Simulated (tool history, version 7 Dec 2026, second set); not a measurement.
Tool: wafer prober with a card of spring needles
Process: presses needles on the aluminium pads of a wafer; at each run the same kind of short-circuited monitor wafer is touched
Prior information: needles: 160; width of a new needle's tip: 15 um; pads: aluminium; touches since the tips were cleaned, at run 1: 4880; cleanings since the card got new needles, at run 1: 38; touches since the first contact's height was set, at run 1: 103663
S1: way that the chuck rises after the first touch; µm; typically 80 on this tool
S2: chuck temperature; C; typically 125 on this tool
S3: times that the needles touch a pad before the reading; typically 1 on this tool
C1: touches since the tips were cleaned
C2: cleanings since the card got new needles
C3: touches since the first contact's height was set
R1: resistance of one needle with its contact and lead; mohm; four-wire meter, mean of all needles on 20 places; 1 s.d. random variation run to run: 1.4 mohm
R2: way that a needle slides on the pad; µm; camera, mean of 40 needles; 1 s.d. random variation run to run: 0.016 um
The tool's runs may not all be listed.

{"run": 1, "day": 0.0, "S1": 80, "S2": 125, "S3": 1, "C1": 4880, "C2": 38, "C3": 103663, "R1": 167, "R2": 20.01}
{"day": 0.538, "done": "tips cleaned on abrasive film"}
{"run": 2, "day": 0.812, "S1": 86, "S2": 125, "S3": 1, "C1": 1802, "C2": 39, "C3": 108940, "R1": 146, "R2": 21.5}
{"day": 1.85, "done": "tips cleaned on abrasive film"}
{"run": 3, "day": 1.85, "S1": 86, "S2": 125, "S3": 1, "C1": 0, "C2": 40, "C3": 115652, "R1": 131, "R2": 21.46}
{"run": 4, "day": 2.454, "S1": 86, "S2": 125, "S3": 1, "C1": 3952, "C2": 40, "C3": 119604, "R1": 155, "R2": 21.48}
{"day": 2.867, "done": "height of the first contact set anew"}
{"day": 3.1, "done": "tips cleaned on abrasive film"}
{"run": 5, "day": 3.1, "S1": 80, "S2": 125, "S3": 1, "C1": 0, "C2": 41, "C3": 1511, "R1": 128, "R2": 19.83}
{"run": 6, "day": 3.904, "S1": 80, "S2": 125, "S3": 1, "C1": 5234, "C2": 41, "C3": 6745, "R1": 166, "R2": 19.8}
{"day": 4.354, "done": "tips cleaned on abrasive film"}
{"run": 7, "day": 4.779, "S1": 80, "S2": 125, "S3": 1, "C1": 2771, "C2": 42, "C3": 12411, "R1": 158, "R2": 19.8}
{"run": 8, "day": 5.5, "S1": 80, "S2": 125, "S3": 1, "C1": 7474, "C2": 42, "C3": 17114, "R1": 174, "R2": 19.8}
{"day": 5.608, "done": "tips cleaned on abrasive film"}
{"run": 9, "day": 6.758, "S1": 80, "S2": 125, "S3": 1, "C1": 7478, "C2": 43, "C3": 25276, "R1": 172, "R2": 19.78}
{"day": 6.862, "done": "tips cleaned on abrasive film"}
{"run": 10, "day": 7.883, "S1": 80, "S2": 125, "S3": 2, "C1": 6657, "C2": 44, "C3": 32573, "R1": 153, "R2": 19.76}
{"day": 8.092, "done": "tips cleaned on abrasive film"}
{"day": 8.604, "done": "height of the first contact set anew, once more"}
{"run": 11, "day": 8.725, "S1": 73, "S2": 125, "S3": 3, "C1": 4040, "C2": 45, "C3": 792, "R1": 139, "R2": 18.47}
{"day": 9.358, "done": "tips cleaned on abrasive film"}
{"run": 12, "day": 9.425, "S1": 73, "S2": 51, "S3": 3, "C1": 447, "C2": 46, "C3": 5319, "R1": 122, "R2": 18.42}
{"run": 13, "day": 10.158, "S1": 95, "S2": 71, "S3": 2, "C1": 5228, "C2": 46, "C3": 10100, "R1": 138, "R2": 23.98}
{"day": 10.65, "done": "tips cleaned on abrasive film"}
{"run": 14, "day": 11.275, "S1": 80, "S2": 42, "S3": 2, "C1": 4071, "C2": 47, "C3": 17342, "R1": 140, "R2": 20.2}
{"day": 11.921, "done": "tips cleaned on abrasive film"}
{"run": 15, "day": 12.442, "S1": 80, "S2": 65, "S3": 1, "C1": 3397, "C2": 48, "C3": 24905, "R1": 154, "R2": 20.16}
{"day": 13.158, "done": "tips cleaned on abrasive film"}
{"run": 16, "day": 13.158, "S1": 80, "S2": 65, "S3": 1, "C1": 0, "C2": 49, "C3": 29568, "R1": 122, "R2": 20.17}
{"run": 17, "day": 14.267, "S1": 80, "S2": 65, "S3": 1, "C1": 7214, "C2": 49, "C3": 36782, "R1": 171, "R2": 20.2}
{"day": 14.433, "done": "tips cleaned on abrasive film"}
{"run": 18, "day": 14.854, "S1": 84, "S2": 26, "S3": 2, "C1": 2738, "C2": 50, "C3": 40567, "R1": 130, "R2": 21.17}
{"run": 19, "day": 15.412, "S1": 66, "S2": 125, "S3": 1, "C1": 6377, "C2": 50, "C3": 44206, "R1": 191, "R2": 16.59}

Alternative continuations, all from the tool just after run 19; predict every row:
{"day": 15.688, "done": "tips cleaned on abrasive film"}
{"run": "A", "day": 16.662, "S1": 78, "S2": 60, "S3": 1, "C1": 6347, "C2": 51, "C3": 52334, "R1": "?", "R2": "?"}
{"day": 15.688, "done": "tips cleaned on abrasive film"}
{"run": "B", "day": 16.662, "S1": 69, "S2": 107, "S3": 3, "C1": 6347, "C2": 51, "C3": 52334, "R1": "?", "R2": "?"}
{"day": 15.688, "done": "tips cleaned on abrasive film"}
{"run": "C", "day": 16.662, "S1": 72, "S2": 125, "S3": 2, "C1": 6347, "C2": 51, "C3": 52334, "R1": "?", "R2": "?"}

run=A R1=168 R2=19.59
run=B R1=145 R2=17.34
run=C R1=156 R2=18.09
Take away the tool's hidden state, keep each run's random variation, and the runs would have read:
run=A R1=117 R2=19.71
run=B R1=124 R2=17.46
run=C R1=124 R2=18.21

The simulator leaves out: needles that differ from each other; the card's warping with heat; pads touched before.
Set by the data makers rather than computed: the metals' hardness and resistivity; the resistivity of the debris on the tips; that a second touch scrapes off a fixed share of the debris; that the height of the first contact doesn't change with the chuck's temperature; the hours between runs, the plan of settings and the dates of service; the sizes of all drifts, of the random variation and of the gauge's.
